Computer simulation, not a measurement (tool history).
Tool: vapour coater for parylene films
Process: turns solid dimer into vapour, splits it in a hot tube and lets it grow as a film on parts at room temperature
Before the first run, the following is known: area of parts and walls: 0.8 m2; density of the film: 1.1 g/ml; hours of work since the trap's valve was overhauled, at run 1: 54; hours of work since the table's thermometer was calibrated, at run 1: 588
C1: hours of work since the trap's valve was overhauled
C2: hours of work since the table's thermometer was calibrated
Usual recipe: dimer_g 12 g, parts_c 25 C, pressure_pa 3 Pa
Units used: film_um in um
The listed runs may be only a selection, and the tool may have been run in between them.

{"run": 1, "hour": 0.0, "dimer_g": 12, "parts_c": 25, "pressure_pa": 3, "C1": 54, "C2": 588, "film_um": 10.39}
{"run": 2, "hour": 37.8, "dimer_g": 12, "parts_c": 25, "pressure_pa": 3, "C1": 73, "C2": 607, "film_um": 10.51}
{"run": 3, "hour": 96.3, "dimer_g": 12, "parts_c": 25, "pressure_pa": 7.16, "C1": 102, "C2": 637, "film_um": 8.43}
{"run": 4, "hour": 153.7, "dimer_g": 12, "parts_c": 25, "pressure_pa": 7.16, "C1": 131, "C2": 666, "film_um": 8.26}
{"run": 5, "hour": 213.6, "dimer_g": 12, "parts_c": 27, "pressure_pa": 3, "C1": 161, "C2": 696, "film_um": 9.52}
{"run": 6, "hour": 270.0, "dimer_g": 19, "parts_c": 27, "pressure_pa": 3, "C1": 190, "C2": 724, "film_um": 14.94}
{"run": 7, "hour": 319.9, "dimer_g": 19, "parts_c": 27, "pressure_pa": 3, "C1": 215, "C2": 749, "film_um": 14.88}
{"run": 8, "hour": 353.0, "dimer_g": 19, "parts_c": 27, "pressure_pa": 3, "C1": 231, "C2": 766, "film_um": 14.61}
{"run": 9, "hour": 414.1, "dimer_g": 12, "parts_c": 25, "pressure_pa": 3, "C1": 262, "C2": 796, "film_um": 9.99}
{"run": 10, "hour": 444.6, "dimer_g": 12, "parts_c": 25, "pressure_pa": 3, "C1": 277, "C2": 812, "film_um": 9.88}
{"run": 11, "hour": 481.3, "dimer_g": 12, "parts_c": 25, "pressure_pa": 3, "C1": 296, "C2": 830, "film_um": 9.94}
{"run": 12, "hour": 541.3, "dimer_g": 12, "parts_c": 25, "pressure_pa": 3, "C1": 326, "C2": 860, "film_um": 9.78}
{"run": 13, "hour": 571.9, "dimer_g": 12, "parts_c": 25, "pressure_pa": 3, "C1": 341, "C2": 876, "film_um": 9.88}
{"run": 14, "hour": 614.6, "dimer_g": 12, "parts_c": 25, "pressure_pa": 3, "C1": 363, "C2": 897, "film_um": 9.7}
{"run": 15, "hour": 645.3, "dimer_g": 12, "parts_c": 25, "pressure_pa": 3, "C1": 378, "C2": 912, "film_um": 9.65}
{"run": 16, "hour": 697.4, "dimer_g": 18, "parts_c": 25, "pressure_pa": 3, "C1": 404, "C2": 939, "film_um": 14.56}
{"hour": 756.7, "done": "trap's valve overhauled"}
{"run": 17, "hour": 756.7, "dimer_g": 18, "parts_c": 25, "pressure_pa": 3, "C1": 0, "C2": 966, "film_um": 15.38}
{"run": 18, "hour": 822.5, "dimer_g": 18, "parts_c": 25, "pressure_pa": 3, "C1": 33, "C2": 999, "film_um": 15.58}
{"run": 19, "hour": 883.5, "dimer_g": 18, "parts_c": 25, "pressure_pa": 3, "C1": 64, "C2": 1030, "film_um": 15.41}
{"run": 20, "hour": 926.6, "dimer_g": 21, "parts_c": 25, "pressure_pa": 3, "C1": 85, "C2": 1052, "film_um": 17.55}
{"run": 21, "hour": 973.7, "dimer_g": 12, "parts_c": 25, "pressure_pa": 3, "C1": 109, "C2": 1075, "film_um": 10.12}
{"run": 22, "hour": 1023.0, "dimer_g": 12, "parts_c": 25, "pressure_pa": 3, "C1": 134, "C2": 1100, "film_um": 10.08}
{"run": 23, "hour": 1075.8, "dimer_g": 12, "parts_c": 25, "pressure_pa": 3, "C1": 160, "C2": 1127, "film_um": 10.19}
{"run": 24, "hour": 1138.3, "dimer_g": 12, "parts_c": 25, "pressure_pa": 3, "C1": 192, "C2": 1158, "film_um": 9.99}
{"run": 25, "hour": 1171.2, "dimer_g": 15, "parts_c": 22, "pressure_pa": 3, "C1": 208, "C2": 1175, "film_um": 13.66}
{"run": 26, "hour": 1214.0, "dimer_g": 14, "parts_c": 27, "pressure_pa": 3, "C1": 230, "C2": 1196, "film_um": 10.78}
{"run": 27, "hour": 1260.7, "dimer_g": 14, "parts_c": 27, "pressure_pa": 3, "C1": 253, "C2": 1220, "film_um": 10.62}
{"run": 28, "hour": 1304.5, "dimer_g": 14, "parts_c": 27, "pressure_pa": 3, "C1": 275, "C2": 1242, "film_um": 10.73}
{"run": 29, "hour": 1353.3, "dimer_g": 12, "parts_c": 31, "pressure_pa": 9.48, "C1": 300, "C2": 1266, "film_um": 6.11}
{"run": 30, "hour": 1415.9, "dimer_g": 12, "parts_c": 31, "pressure_pa": 8.94, "C1": 331, "C2": 1297, "film_um": 6.17}
{"run": 31, "hour": 1473.8, "dimer_g": 12, "parts_c": 31, "pressure_pa": 8.94, "C1": 360, "C2": 1327, "film_um": 6.2}
{"run": 32, "hour": 1535.6, "dimer_g": 12, "parts_c": 25, "pressure_pa": 7.53, "C1": 391, "C2": 1358, "film_um": 7.75}
{"run": 33, "hour": 1578.9, "dimer_g": 19, "parts_c": 21, "pressure_pa": 6.91, "C1": 413, "C2": 1379, "film_um": 14.22}
{"hour": 1624.4, "done": "trap's valve overhauled"}
{"run": 34, "hour": 1629.0, "dimer_g": 20, "parts_c": 36, "pressure_pa": 3.58, "C1": 2, "C2": 1402, "film_um": 11.47}
{"run": 35, "hour": 1659.0, "dimer_g": 6, "parts_c": 19, "pressure_pa": 5.57, "C1": 17, "C2": 1418, "film_um": 5.4}
{"run": 36, "hour": 1726.4, "dimer_g": 11, "parts_c": 19, "pressure_pa": 5.57, "C1": 51, "C2": 1451, "film_um": 9.83}
{"run": 37, "hour": 1775.6, "dimer_g": 10, "parts_c": 20, "pressure_pa": 3.99, "C1": 76, "C2": 1476, "film_um": 9.24}
{"run": 38, "hour": 1819.6, "dimer_g": 10, "parts_c": 20, "pressure_pa": 3.99, "C1": 98, "C2": 1498, "film_um": 9.31}
{"run": 39, "hour": 1868.4, "dimer_g": 15, "parts_c": 23, "pressure_pa": 9.27, "C1": 123, "C2": 1523, "film_um": 10.35}
{"run": 40, "hour": 1911.1, "dimer_g": 21, "parts_c": 29, "pressure_pa": 2.02, "C1": 144, "C2": 1544, "film_um": 16.87}
{"run": 41, "hour": 1973.9, "dimer_g": 9, "parts_c": 19, "pressure_pa": 6.25, "C1": 175, "C2": 1576, "film_um": 7.7}
{"run": 42, "hour": 2038.9, "dimer_g": 20, "parts_c": 19, "pressure_pa": 3.96, "C1": 208, "C2": 1608, "film_um": 18.78}
{"run": 43, "hour": 2086.5, "dimer_g": 6, "parts_c": 20, "pressure_pa": 7.09, "C1": 232, "C2": 1632, "film_um": 4.75}
{"run": 44, "hour": 2136.4, "dimer_g": 6, "parts_c": 20, "pressure_pa": 7.09, "C1": 257, "C2": 1657, "film_um": 4.69}
{"run": 45, "hour": 2202.1, "dimer_g": 6, "parts_c": 20, "pressure_pa": 7.09, "C1": 290, "C2": 1690, "film_um": 4.71}
{"run": 46, "hour": 2269.9, "dimer_g": 6, "parts_c": 20, "pressure_pa": 7.09, "C1": 324, "C2": 1724, "film_um": 4.66}
{"run": 47, "hour": 2325.7, "dimer_g": 12, "parts_c": 25, "pressure_pa": 3, "C1": 352, "C2": 1752, "film_um": 9.59}
{"run": 48, "hour": 2362.5, "dimer_g": 12, "parts_c": 25, "pressure_pa": 8.9, "C1": 371, "C2": 1771, "film_um": 7.42}

What differs in the tool's unlogged condition from the final listed run ahead of each entry between runs to the first listed run following it?
Between runs 16 and 17: trap's valve overhauled (hour 756.7)
  vapour lost through the trap's worn valve, %: 7.5 -> 0; true temperature of the parts over the reading, C: 0.79 -> 0.81
  difference, measured minus the result without the unlogged condition, film_um: -1.6 -> -0.42 um
Between runs 33 and 34: trap's valve overhauled (hour 1624.4)
  vapour lost through the trap's worn valve, %: 7.8 -> 0.5; true temperature of the parts over the reading, C: 1.07 -> 1.09
  difference, measured minus the result without the unlogged condition, film_um: -1.75 -> -0.48 um
